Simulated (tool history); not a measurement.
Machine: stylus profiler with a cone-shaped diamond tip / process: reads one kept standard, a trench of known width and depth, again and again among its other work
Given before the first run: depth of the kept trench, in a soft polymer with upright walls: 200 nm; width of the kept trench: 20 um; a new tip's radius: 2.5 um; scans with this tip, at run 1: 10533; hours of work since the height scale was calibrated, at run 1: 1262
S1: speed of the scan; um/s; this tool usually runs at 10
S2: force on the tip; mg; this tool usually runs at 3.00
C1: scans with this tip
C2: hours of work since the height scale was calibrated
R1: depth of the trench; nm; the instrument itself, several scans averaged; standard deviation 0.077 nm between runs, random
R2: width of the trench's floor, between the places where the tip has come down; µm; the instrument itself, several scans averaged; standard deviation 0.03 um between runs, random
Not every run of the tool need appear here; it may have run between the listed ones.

| run | day | S1 | S2 | C1 | C2 | R1 | R2 |
|---|---|---|---|---|---|---|---|
| 1 | 0.000 | 10 | 3.00 | 10533 | 1262 | 205.39 | 17.41 |
| 2 | 1.146 | 10 | 3.00 | 10649 | 1276 | 205.28 | 17.51 |
| 3 | 2.075 | 10 | 3.00 | 10744 | 1287 | 205.35 | 17.41 |
| 4 | 2.954 | 10 | 3.03 | 10833 | 1298 | 205.42 | 17.45 |
| 5 | 3.938 | 10 | 4.18 | 10933 | 1310 | 206.36 | 17.43 |
| 6 | 4.971 | 10 | 4.18 | 11038 | 1322 | 206.37 | 17.43 |
| 7 | 6.175 | 10 | 4.18 | 11160 | 1337 | 206.33 | 17.44 |
| 8 | 6.762 | 10 | 4.18 | 11220 | 1344 | 206.23 | 17.39 |
| 9 | 7.329 | 10 | 3.00 | 11278 | 1351 | 205.40 | 17.41 |
| 10 | 8.158 | 10 | 1.45 | 11362 | 1361 | 203.94 | 17.37 |
| 11 | 9.050 | 10 | 6.28 | 11453 | 1372 | 207.85 | 17.46 |
| 12 | 9.654 | 22 | 3.00 | 11514 | 1379 | 205.39 | 17.32 |
|  | 10.633 | new tip fitted, height scale calibrated |
| 13 | 10.642 | 22 | 3.00 | 1 | 0 | 203.89 | 17.92 |
| 14 | 11.417 | 10 | 3.00 | 80 | 10 | 204.04 | 17.99 |
| 15 | 12.500 | 10 | 3.00 | 190 | 23 | 204.04 | 17.98 |
| 16 | 13.658 | 10 | 3.00 | 308 | 37 | 204.11 | 17.98 |
| 17 | 14.800 | 10 | 3.00 | 423 | 51 | 203.94 | 17.98 |
| 18 | 15.804 | 10 | 2.15 | 526 | 63 | 203.30 | 17.96 |
| 19 | 16.675 | 10 | 2.15 | 614 | 74 | 203.21 | 17.96 |
| 20 | 17.946 | 10 | 2.15 | 743 | 89 | 203.27 | 17.99 |
| 21 | 18.625 | 10 | 1.99 | 812 | 97 | 203.12 | 17.99 |
| 22 | 19.196 | 10 | 3.00 | 870 | 104 | 204.09 | 17.94 |
| 23 | 19.917 | 10 | 3.00 | 943 | 113 | 204.11 | 17.99 |
| 24 | 20.646 | 7 | 1.55 | 1017 | 122 | 202.77 | 17.94 |
| 25 | 21.292 | 12 | 1.55 | 1083 | 130 | 202.58 | 17.91 |
| 26 | 22.350 | 12 | 1.55 | 1191 | 143 | 202.68 | 17.91 |
| 27 | 23.142 | 12 | 4.26 | 1271 | 152 | 205.17 | 17.93 |
| 28 | 23.700 | 12 | 4.26 | 1328 | 159 | 205.16 | 17.95 |
| 29 | 24.350 | 4 | 4.26 | 1394 | 167 | 205.34 | 17.94 |
|  | 24.458 | height scale calibrated on a step standard |
| 30 | 24.992 | 16 | 3.91 | 1457 | 7 | 204.98 | 17.87 |
| 31 | 25.829 | 10 | 4.99 | 1542 | 17 | 205.97 | 17.97 |
| 32 | 27.000 | 7 | 1.74 | 1661 | 31 | 203.18 | 17.95 |
| 33 | 28.217 | 7 | 1.74 | 1784 | 46 | 203.31 | 17.96 |
| 34 | 28.979 | 22 | 6.14 | 1862 | 55 | 206.74 | 17.90 |
| 35 | 29.525 | 12 | 2.40 | 1917 | 62 | 203.92 | 17.89 |
|  | 30.038 | height scale calibrated on a step standard, once more |
| 36 | 30.329 | 12 | 2.40 | 1997 | 4 | 203.15 | 17.84 |
| 37 | 31.429 | 10 | 8.63 | 2109 | 17 | 207.78 | 17.91 |
| 38 | 32.254 | 2 | 2.56 | 2193 | 27 | 203.60 | 17.89 |
| 39 | 33.446 | 24 | 4.18 | 2314 | 41 | 204.80 | 17.80 |
| 40 | 34.612 | 24 | 4.18 | 2432 | 56 | 204.87 | 17.82 |
| 41 | 35.288 | 32 | 1.02 | 2501 | 64 | 201.76 | 17.63 |
| 42 | 36.188 | 13 | 3.00 | 2593 | 75 | 203.80 | 17.82 |
| 43 | 36.854 | 2 | 8.00 | 2660 | 83 | 207.49 | 17.92 |
| 44 | 37.888 | 2 | 8.00 | 2765 | 96 | 207.48 | 17.92 |
| 45 | 38.642 | 34 | 2.80 | 2842 | 105 | 203.67 | 17.75 |
| 46 | 39.621 | 34 | 2.80 | 2941 | 117 | 203.76 | 17.77 |

For each run, the measured value with the value that run would have given without the tool's hidden condition subtracted. The run-to-run variation is shared by both, the gauge scatter possibly not:
The tool's hidden condition here consists of: radius of the tip, um; height scale over the true one, %; drift of the gauge itself on depth_nm, %; drift of the gauge itself on floor_um, %.
| run | R1 | R2 |
|---|---|---|
| 1 | +1.41 | -0.54 |
| 2 | +1.43 | -0.56 |
| 3 | +1.44 | -0.56 |
| 4 | +1.46 | -0.56 |
| 5 | +1.47 | -0.56 |
| 6 | +1.48 | -0.57 |
| 7 | +1.50 | -0.57 |
| 8 | +1.51 | -0.57 |
| 9 | +1.51 | -0.58 |
| 10 | +1.50 | -0.58 |
| 11 | +1.55 | -0.59 |
| 12 | +1.53 | -0.59 |
| 13 | +0.11 | +0.01 |
| 14 | +0.12 | +0.01 |
| 15 | +0.13 | +0.00 |
| 16 | +0.14 | -0.01 |
| 17 | +0.16 | -0.01 |
| 18 | +0.17 | -0.02 |
| 19 | +0.18 | -0.02 |
| 20 | +0.20 | -0.03 |
| 21 | +0.21 | -0.03 |
| 22 | +0.22 | -0.03 |
| 23 | +0.22 | -0.04 |
| 24 | +0.24 | -0.05 |
| 25 | +0.24 | -0.05 |
| 26 | +0.25 | -0.05 |
| 27 | +0.27 | -0.06 |
| 28 | +0.27 | -0.06 |
| 29 | +0.28 | -0.06 |
| 30 | +0.48 | -0.07 |
| 31 | +0.49 | -0.07 |
| 32 | +0.49 | -0.08 |
| 33 | +0.51 | -0.09 |
| 34 | +0.53 | -0.09 |
| 35 | +0.53 | -0.10 |
| 36 | -0.09 | -0.10 |
| 37 | -0.07 | -0.10 |
| 38 | -0.06 | -0.11 |
| 39 | -0.05 | -0.12 |
| 40 | -0.03 | -0.13 |
| 41 | -0.02 | -0.13 |
| 42 | -0.01 | -0.13 |
| 43 | +0.00 | -0.13 |
| 44 | +0.01 | -0.14 |
| 45 | +0.02 | -0.14 |
| 46 | +0.04 | -0.16 |

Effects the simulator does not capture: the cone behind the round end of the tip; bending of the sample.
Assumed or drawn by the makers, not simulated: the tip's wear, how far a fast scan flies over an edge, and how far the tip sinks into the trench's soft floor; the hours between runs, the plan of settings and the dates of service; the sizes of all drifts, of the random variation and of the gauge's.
